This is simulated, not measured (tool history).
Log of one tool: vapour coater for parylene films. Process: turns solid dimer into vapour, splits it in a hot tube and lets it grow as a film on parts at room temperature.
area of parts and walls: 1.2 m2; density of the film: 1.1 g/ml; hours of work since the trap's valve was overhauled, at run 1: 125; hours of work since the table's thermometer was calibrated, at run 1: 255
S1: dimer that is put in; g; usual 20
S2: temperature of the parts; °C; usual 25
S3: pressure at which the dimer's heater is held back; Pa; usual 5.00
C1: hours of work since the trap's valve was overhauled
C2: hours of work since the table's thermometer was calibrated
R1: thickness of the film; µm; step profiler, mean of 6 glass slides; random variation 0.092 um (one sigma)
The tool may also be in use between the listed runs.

run 1 hour=0.0 | S1=20 S2=25 S3=5.00 | C1=125 C2=255 | R1=11.03
run 2 hour=7.8 | S1=20 S2=25 S3=5.00 | C1=132 C2=262 | R1=11.04
run 3 hour=19.9 | S1=20 S2=25 S3=5.00 | C1=142 C2=272 | R1=10.78
run 4 hour=31.5 | S1=20 S2=25 S3=5.00 | C1=151 C2=281 | R1=10.86
run 5 hour=40.9 | S1=20 S2=23 S3=5.00 | C1=159 C2=289 | R1=11.22
run 6 hour=52.9 | S1=20 S2=23 S3=5.00 | C1=169 C2=299 | R1=11.33
run 7 hour=68.7 | S1=13 S2=25 S3=5.00 | C1=181 C2=312 | R1=6.84
run 8 hour=84.8 | S1=13 S2=25 S3=5.00 | C1=195 C2=325 | R1=6.83
run 9 hour=100.9 | S1=13 S2=25 S3=5.00 | C1=208 C2=338 | R1=6.90
run 10 hour=108.3 | S1=20 S2=25 S3=5.00 | C1=214 C2=344 | R1=10.50
run 11 hour=124.5 | S1=20 S2=25 S3=5.00 | C1=227 C2=357 | R1=10.63
run 12 hour=137.2 | S1=20 S2=25 S3=5.00 | C1=237 C2=367 | R1=10.39
run 13 hour=150.1 | S1=20 S2=25 S3=5.00 | C1=248 C2=378 | R1=10.42
run 14 hour=161.4 | S1=20 S2=25 S3=5.00 | C1=257 C2=387 | R1=10.43
run 15 hour=176.8 | S1=25 S2=25 S3=5.00 | C1=270 C2=400 | R1=13.00
run 16 hour=186.6 | S1=25 S2=17 S3=5.00 | C1=278 C2=408 | R1=15.99
run 17 hour=198.8 | S1=20 S2=25 S3=5.00 | C1=288 C2=418 | R1=10.30
run 18 hour=215.2 | S1=20 S2=25 S3=5.00 | C1=301 C2=431 | R1=10.31
run 19 hour=225.6 | S1=10 S2=25 S3=5.00 | C1=310 C2=440 | R1=5.05
-- hour=230.5 trap's valve overhauled
run 20 hour=242.0 | S1=20 S2=25 S3=5.00 | C1=9 C2=450 | R1=10.05
run 21 hour=255.5 | S1=20 S2=25 S3=5.00 | C1=20 C2=461 | R1=9.77
run 22 hour=270.9 | S1=27 S2=26 S3=7.51 | C1=33 C2=473 | R1=12.43
run 23 hour=283.8 | S1=11 S2=19 S3=2.97 | C1=44 C2=484 | R1=6.88
run 24 hour=299.1 | S1=28 S2=24 S3=6.05 | C1=56 C2=496 | R1=13.80
run 25 hour=308.7 | S1=24 S2=34 S3=2.22 | C1=64 C2=504 | R1=10.74
run 26 hour=320.2 | S1=15 S2=18 S3=5.01 | C1=73 C2=514 | R1=8.79
-- hour=329.8 trap's valve overhauled, once more
run 27 hour=340.8 | S1=11 S2=18 S3=5.01 | C1=9 C2=527 | R1=7.12
run 28 hour=350.2 | S1=11 S2=18 S3=5.01 | C1=17 C2=535 | R1=7.29
run 29 hour=358.2 | S1=32 S2=18 S3=5.01 | C1=23 C2=541 | R1=21.07
run 30 hour=374.0 | S1=32 S2=32 S3=7.84 | C1=36 C2=554 | R1=13.91
run 31 hour=384.6 | S1=32 S2=32 S3=7.84 | C1=45 C2=563 | R1=13.71
run 32 hour=398.1 | S1=32 S2=32 S3=7.84 | C1=56 C2=574 | R1=13.76
run 33 hour=411.2 | S1=32 S2=32 S3=7.84 | C1=67 C2=585 | R1=13.59
run 34 hour=427.5 | S1=24 S2=26 S3=3.05 | C1=80 C2=598 | R1=13.75
run 35 hour=437.2 | S1=24 S2=26 S3=3.05 | C1=88 C2=606 | R1=13.64
run 36 hour=450.0 | S1=15 S2=20 S3=4.10 | C1=98 C2=616 | R1=9.54
run 37 hour=459.7 | S1=29 S2=25 S3=5.00 | C1=106 C2=624 | R1=15.40
run 38 hour=468.3 | S1=29 S2=25 S3=5.00 | C1=113 C2=631 | R1=15.47
run 39 hour=482.8 | S1=27 S2=33 S3=9.29 | C1=125 C2=643 | R1=10.76

Forecast each of these 4 alternatives for the next run:
run A hour=498.6 | S1=12 S2=33 S3=4.46 | C1=138 C2=656 | R1=?
run B hour=498.6 | S1=20 S2=23 S3=5.00 | C1=138 C2=656 | R1=?
run C hour=498.6 | S1=20 S2=31 S3=2.08 | C1=138 C2=656 | R1=?
run D hour=498.6 | S1=27 S2=33 S3=11.27 | C1=138 C2=656 | R1=?

run=A R1=5.38
run=B R1=11.23
run=C R1=10.64
run=D R1=10.41
Without the tool's hidden state the same runs would have given:
run=A R1=5.71
run=B R1=11.92
run=C R1=11.30
run=D R1=11.06
